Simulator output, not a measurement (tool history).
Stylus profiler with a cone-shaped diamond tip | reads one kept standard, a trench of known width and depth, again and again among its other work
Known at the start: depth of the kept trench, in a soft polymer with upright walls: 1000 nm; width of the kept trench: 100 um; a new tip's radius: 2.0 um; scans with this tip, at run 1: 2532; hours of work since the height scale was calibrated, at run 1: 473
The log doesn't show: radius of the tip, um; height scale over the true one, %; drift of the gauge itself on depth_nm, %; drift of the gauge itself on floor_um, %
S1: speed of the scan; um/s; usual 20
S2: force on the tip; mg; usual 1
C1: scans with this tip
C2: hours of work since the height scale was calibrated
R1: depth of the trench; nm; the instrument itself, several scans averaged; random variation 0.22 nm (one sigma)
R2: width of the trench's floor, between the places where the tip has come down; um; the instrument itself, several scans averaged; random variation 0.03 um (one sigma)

{"run": 1, "hour": 0.0, "S1": 20, "S2": 1, "C1": 2532, "C2": 473, "R1": 1001.88, "R2": 95.99}
{"run": 2, "hour": 8.4, "S1": 6, "S2": 1, "C1": 2566, "C2": 480, "R1": 1002.24, "R2": 96.11}
{"run": 3, "hour": 16.5, "S1": 15, "S2": 1, "C1": 2599, "C2": 486, "R1": 1001.88, "R2": 96.02}
{"run": 4, "hour": 27.0, "S1": 15, "S2": 1, "C1": 2642, "C2": 494, "R1": 1001.92, "R2": 96.02}
{"run": 5, "hour": 40.1, "S1": 15, "S2": 1, "C1": 2695, "C2": 504, "R1": 1002.2, "R2": 96}
{"run": 6, "hour": 49.8, "S1": 20, "S2": 0.64, "C1": 2734, "C2": 511, "R1": 1000.53, "R2": 95.92}
{"run": 7, "hour": 58.1, "S1": 22, "S2": 1, "C1": 2768, "C2": 517, "R1": 1001.3, "R2": 95.9}
{"run": 8, "hour": 71.9, "S1": 40, "S2": 1, "C1": 2824, "C2": 528, "R1": 1001.87, "R2": 95.79}
{"run": 9, "hour": 82.6, "S1": 12, "S2": 0.34, "C1": 2867, "C2": 536, "R1": 999.33, "R2": 95.91}
{"run": 10, "hour": 96.0, "S1": 12, "S2": 0.34, "C1": 2921, "C2": 546, "R1": 999.72, "R2": 95.89}
{"run": 11, "hour": 103.6, "S1": 12, "S2": 0.34, "C1": 2953, "C2": 552, "R1": 999.82, "R2": 95.89}
{"run": 12, "hour": 119.3, "S1": 17, "S2": 0.89, "C1": 3016, "C2": 564, "R1": 1001.15, "R2": 95.86}
{"run": 13, "hour": 129.4, "S1": 16, "S2": 0.41, "C1": 3057, "C2": 571, "R1": 999.62, "R2": 95.85}
{"run": 14, "hour": 136.6, "S1": 11, "S2": 1.06, "C1": 3086, "C2": 577, "R1": 1001.74, "R2": 95.89}
{"run": 15, "hour": 145.9, "S1": 19, "S2": 2.85, "C1": 3124, "C2": 584, "R1": 1005.48, "R2": 95.95}
{"run": 16, "hour": 155.9, "S1": 63, "S2": 2.26, "C1": 3165, "C2": 591, "R1": 1004.88, "R2": 95.76}

Measured less the same run without the tool's hidden state. The same run-to-run variation is in both; the gauge's scatter may not be:
run=1 R1=-2.23 R2=-0.43
run=2 R1=-2.26 R2=-0.44
run=3 R1=-2.29 R2=-0.44
run=4 R1=-2.32 R2=-0.45
run=5 R1=-2.37 R2=-0.45
run=6 R1=-2.41 R2=-0.46
run=7 R1=-2.44 R2=-0.47
run=8 R1=-2.49 R2=-0.47
run=9 R1=-2.53 R2=-0.48
run=10 R1=-2.57 R2=-0.48
run=11 R1=-2.6 R2=-0.49
run=12 R1=-2.67 R2=-0.5
run=13 R1=-2.7 R2=-0.5
run=14 R1=-2.73 R2=-0.51
run=15 R1=-2.77 R2=-0.51
run=16 R1=-2.82 R2=-0.52

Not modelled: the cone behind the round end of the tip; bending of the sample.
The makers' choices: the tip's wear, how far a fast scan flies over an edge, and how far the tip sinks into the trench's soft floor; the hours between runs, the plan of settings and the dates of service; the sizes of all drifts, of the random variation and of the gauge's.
